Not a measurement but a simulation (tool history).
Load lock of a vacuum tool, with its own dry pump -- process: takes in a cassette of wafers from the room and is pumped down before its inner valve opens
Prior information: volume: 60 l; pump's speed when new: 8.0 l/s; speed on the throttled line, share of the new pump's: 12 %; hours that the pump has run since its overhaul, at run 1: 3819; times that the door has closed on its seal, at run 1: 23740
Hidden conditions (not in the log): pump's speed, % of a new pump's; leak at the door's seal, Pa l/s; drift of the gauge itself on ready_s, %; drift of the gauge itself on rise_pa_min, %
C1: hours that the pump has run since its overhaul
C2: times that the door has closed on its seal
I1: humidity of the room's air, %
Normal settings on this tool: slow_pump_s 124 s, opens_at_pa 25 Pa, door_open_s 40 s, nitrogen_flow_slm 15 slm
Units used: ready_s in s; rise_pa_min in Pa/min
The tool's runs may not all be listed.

Run 1, day 0: usual settings; C1 3819; C2 23740; I1 45.9. Result: ready_s 172.4 s, rise_pa_min 0.159 Pa/min.
Run 2, day 4.325: usual settings; C1 3923; C2 23906; I1 42.8. Result: ready_s 173.4 s, rise_pa_min 0.155 Pa/min.
Run 3, day 6.183: usual settings; C1 3967; C2 23977; I1 46.1. Result: ready_s 173.6 s, rise_pa_min 0.16 Pa/min.
Run 4, day 9.925: usual settings; C1 4057; C2 24120; I1 45.8. Result: ready_s 175.9 s, rise_pa_min 0.161 Pa/min.
Run 5, day 11.85: usual settings but slow_pump_s 215 s; C1 4103; C2 24193; I1 46.1. Result: ready_s 253.5 s, rise_pa_min 0.165 Pa/min.
Run 6, day 14.021: usual settings but slow_pump_s 215 s; C1 4156; C2 24277; I1 43.7. Result: ready_s 251.4 s, rise_pa_min 0.165 Pa/min.
Run 7, day 16.375: usual settings but opens_at_pa 28 Pa; C1 4212; C2 24367; I1 45.9. Result: ready_s 172.8 s, rise_pa_min 0.163 Pa/min.
Run 8, day 18.629: usual settings; C1 4266; C2 24453; I1 48.9. Result: ready_s 173.9 s, rise_pa_min 0.159 Pa/min.
Run 9, day 20.925: usual settings; C1 4321; C2 24541; I1 45.5. Result: ready_s 175.7 s, rise_pa_min 0.165 Pa/min.
Run 10, day 24.567: usual settings but door_open_s 117 s; C1 4409; C2 24680; I1 42. Result: ready_s 173.3 s, rise_pa_min 0.184 Pa/min.
Run 11, day 28.796: usual settings; C1 4510; C2 24842; I1 42.5. Result: ready_s 173.4 s, rise_pa_min 0.161 Pa/min.
Run 12, day 32.004: usual settings; C1 4587; C2 24965; I1 48.5. Result: ready_s 175.8 s, rise_pa_min 0.162 Pa/min.
Run 13, day 35.683: usual settings; C1 4676; C2 25106; I1 45.3. Result: ready_s 175.5 s, rise_pa_min 0.168 Pa/min.
Run 14, day 38.429: usual settings; C1 4741; C2 25211; I1 44.2. Result: ready_s 175 s, rise_pa_min 0.167 Pa/min.
Run 15, day 41.967: usual settings; C1 4826; C2 25346; I1 43.8. Result: ready_s 174.6 s, rise_pa_min 0.171 Pa/min.
Run 16, day 44.038: usual settings; C1 4876; C2 25425; I1 39.6. Result: ready_s 174.9 s, rise_pa_min 0.166 Pa/min.
Run 17, day 48.1: usual settings but opens_at_pa 33 Pa; C1 4973; C2 25581; I1 42.8. Result: ready_s 172.5 s, rise_pa_min 0.175 Pa/min.
Run 18, day 50.4: usual settings; C1 5029; C2 25669; I1 45.2. Result: ready_s 173.9 s, rise_pa_min 0.174 Pa/min.
Run 19, day 52.65: usual settings but slow_pump_s 105 s; C1 5083; C2 25755; I1 46.2. Result: ready_s 156.6 s, rise_pa_min 0.173 Pa/min.
Run 20, day 55.171: usual settings but slow_pump_s 105 s; C1 5143; C2 25852; I1 46.1. Result: ready_s 156.9 s, rise_pa_min 0.184 Pa/min.
Run 21, day 57.471: usual settings but slow_pump_s 195 s, opens_at_pa 21 Pa, door_open_s 229 s; C1 5198; C2 25940; I1 42.1. Result: ready_s 239 s, rise_pa_min 0.207 Pa/min.
Run 22, day 60.888: usual settings but door_open_s 149 s; C1 5280; C2 26070; I1 42.1. Result: ready_s 175.6 s, rise_pa_min 0.201 Pa/min.
Run 23, day 64.542: usual settings but door_open_s 149 s; C1 5368; C2 26210; I1 41. Result: ready_s 174.6 s, rise_pa_min 0.199 Pa/min.
Run 24, day 68.7: usual settings but door_open_s 149 s; C1 5468; C2 26369; I1 42.3. Result: ready_s 174.7 s, rise_pa_min 0.203 Pa/min.
Run 25, day 72.483: usual settings but door_open_s 149 s; C1 5559; C2 26514; I1 46.4. Result: ready_s 175.6 s, rise_pa_min 0.204 Pa/min.
Run 26, day 75.883: usual settings but door_open_s 149 s; C1 5640; C2 26644; I1 45.9. Result: ready_s 175.4 s, rise_pa_min 0.205 Pa/min.
Run 27, day 78.179: usual settings but door_open_s 149 s; C1 5695; C2 26732; I1 44.5. Result: ready_s 176.7 s, rise_pa_min 0.208 Pa/min.
Run 28, day 82.567: usual settings but opens_at_pa 18 Pa, door_open_s 149 s, nitrogen_flow_slm 7 slm; C1 5801; C2 26900; I1 46.3. Result: ready_s 179.2 s, rise_pa_min 0.224 Pa/min.
Run 29, day 85.571: usual settings but opens_at_pa 18 Pa, door_open_s 149 s, nitrogen_flow_slm 7 slm; C1 5873; C2 27015; I1 43.5. Result: ready_s 177 s, rise_pa_min 0.221 Pa/min.
Run 30, day 89.55: usual settings but opens_at_pa 18 Pa, door_open_s 38 s, nitrogen_flow_slm 8 slm; C1 5968; C2 27167; I1 44.5. Result: ready_s 178.2 s, rise_pa_min 0.195 Pa/min.
Run 31, day 93.588: usual settings but opens_at_pa 31 Pa, door_open_s 58 s, nitrogen_flow_slm 13 slm; C1 6065; C2 27322; I1 43.9. Result: ready_s 172.9 s, rise_pa_min 0.197 Pa/min.
Run 32, day 96.158: usual settings but slow_pump_s 64 s, opens_at_pa 31 Pa, door_open_s 27 s, nitrogen_flow_slm 39 slm; C1 6127; C2 27420; I1 45.3. Result: ready_s 120.5 s, rise_pa_min 0.184 Pa/min.
Run 33, day 98.9: usual settings but slow_pump_s 64 s, opens_at_pa 31 Pa, door_open_s 27 s, nitrogen_flow_slm 39 slm; C1 6193; C2 27525; I1 41.8. Result: ready_s 121.1 s, rise_pa_min 0.189 Pa/min.
Run 34, day 101.967: usual settings but slow_pump_s 224 s, opens_at_pa 34 Pa, door_open_s 187 s, nitrogen_flow_slm 10 slm; C1 6266; C2 27643; I1 42.6. Result: ready_s 261.5 s, rise_pa_min 0.226 Pa/min.
Run 35, day 105.608: usual settings but slow_pump_s 71 s, opens_at_pa 19 Pa, door_open_s 29 s, nitrogen_flow_slm 9 slm; C1 6354; C2 27782; I1 48.3. Result: ready_s 131.5 s, rise_pa_min 0.197 Pa/min.
Run 36, day 108.346: usual settings but slow_pump_s 104 s, opens_at_pa 18 Pa, door_open_s 206 s, nitrogen_flow_slm 6 slm; C1 6419; C2 27887; I1 47.1. Result: ready_s 158.9 s, rise_pa_min 0.241 Pa/min.
Run 37, day 110.804: usual settings but slow_pump_s 104 s, opens_at_pa 18 Pa, door_open_s 206 s, nitrogen_flow_slm 6 slm; C1 6478; C2 27981; I1 45.8. Result: ready_s 160.9 s, rise_pa_min 0.238 Pa/min.

Branching from run 37: 4 alternative next runs. What would each branch give?
Run A, day 113.421: usual settings but slow_pump_s 166 s, opens_at_pa 40 Pa; C1 6541; C2 28081; I1 42.9. Result: ready_s ?, rise_pa_min ?.
Run B, day 113.421: usual settings but opens_at_pa 44 Pa, nitrogen_flow_slm 32 slm; C1 6541; C2 28081; I1 43.7. Result: ready_s ?, rise_pa_min ?.
Run C, day 113.421: usual settings but slow_pump_s 108 s, opens_at_pa 36 Pa, door_open_s 25 s, nitrogen_flow_slm 6 slm; C1 6541; C2 28081; I1 46.6. Result: ready_s ?, rise_pa_min ?.
Run D, day 113.421: usual settings but slow_pump_s 104 s, opens_at_pa 21 Pa, door_open_s 206 s, nitrogen_flow_slm 6 slm; C1 6541; C2 28081; I1 42.4. Result: ready_s ?, rise_pa_min ?.

run  ready_s  rise_pa_min
  A      209        0.201
  B    172.1        0.192
  C    158.7        0.201
  D    159.1        0.249
Take away the tool's hidden state, keep each run's random variation, and the runs would have read:
run  ready_s  rise_pa_min
  A    205.8        0.013
  B    168.6        0.006
  C      155        0.013
  D    155.1        0.059

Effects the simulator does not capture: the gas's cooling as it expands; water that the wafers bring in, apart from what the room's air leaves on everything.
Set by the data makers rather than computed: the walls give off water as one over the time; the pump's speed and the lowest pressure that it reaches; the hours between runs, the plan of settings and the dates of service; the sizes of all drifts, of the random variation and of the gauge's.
